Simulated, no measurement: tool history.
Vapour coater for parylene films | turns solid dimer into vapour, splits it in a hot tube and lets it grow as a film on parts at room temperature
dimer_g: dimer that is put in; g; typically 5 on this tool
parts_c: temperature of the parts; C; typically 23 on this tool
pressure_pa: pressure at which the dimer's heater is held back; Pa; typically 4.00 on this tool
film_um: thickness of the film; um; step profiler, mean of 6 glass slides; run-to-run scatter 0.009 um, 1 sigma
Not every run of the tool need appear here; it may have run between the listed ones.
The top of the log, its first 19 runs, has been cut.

run 20 day=17.062 | dimer_g=5 parts_c=17 pressure_pa=4.00 | film_um=1.184
run 21 day=18.121 | dimer_g=5 parts_c=17 pressure_pa=4.00 | film_um=1.166
run 22 day=18.750 | dimer_g=4 parts_c=17 pressure_pa=9.22 | film_um=0.827
-- day=19.454 trap's valve overhauled
run 23 day=20.054 | dimer_g=4 parts_c=17 pressure_pa=9.22 | film_um=0.889
run 24 day=21.150 | dimer_g=3 parts_c=23 pressure_pa=5.02 | film_um=0.567
run 25 day=21.838 | dimer_g=3 parts_c=23 pressure_pa=5.02 | film_um=0.581
run 26 day=22.921 | dimer_g=3 parts_c=23 pressure_pa=8.24 | film_um=0.534
run 27 day=23.896 | dimer_g=3 parts_c=23 pressure_pa=8.24 | film_um=0.524
run 28 day=24.771 | dimer_g=3 parts_c=23 pressure_pa=8.24 | film_um=0.529
run 29 day=25.596 | dimer_g=6 parts_c=16 pressure_pa=2.39 | film_um=1.651
run 30 day=26.604 | dimer_g=4 parts_c=23 pressure_pa=4.71 | film_um=0.771
run 31 day=27.321 | dimer_g=6 parts_c=23 pressure_pa=3.15 | film_um=1.197
run 32 day=27.879 | dimer_g=6 parts_c=23 pressure_pa=3.15 | film_um=1.202
run 33 day=28.438 | dimer_g=6 parts_c=23 pressure_pa=6.23 | film_um=1.092
run 34 day=29.125 | dimer_g=5 parts_c=25 pressure_pa=4.99 | film_um=0.874

Consider 5 possible next runs. They are alternatives, not a sequence: every one starts from the tool as it was left by run 34. What does each give?
run A day=29.750 | dimer_g=7 parts_c=17 pressure_pa=2.77 | film_um=?
run B day=29.750 | dimer_g=8 parts_c=23 pressure_pa=8.94 | film_um=?
run C day=29.750 | dimer_g=5 parts_c=23 pressure_pa=11.18 | film_um=?
run D day=29.750 | dimer_g=7 parts_c=31 pressure_pa=5.30 | film_um=?
run E day=29.750 | dimer_g=6 parts_c=28 pressure_pa=4.60 | film_um=?

run=A film_um=1.775
run=B film_um=1.364
run=C film_um=0.827
run=D film_um=0.930
run=E film_um=0.921
Take away the tool's hidden state, keep each run's random variation, and the runs would have read:
run=A film_um=1.822
run=B film_um=1.400
run=C film_um=0.849
run=D film_um=0.955
run=E film_um=0.945
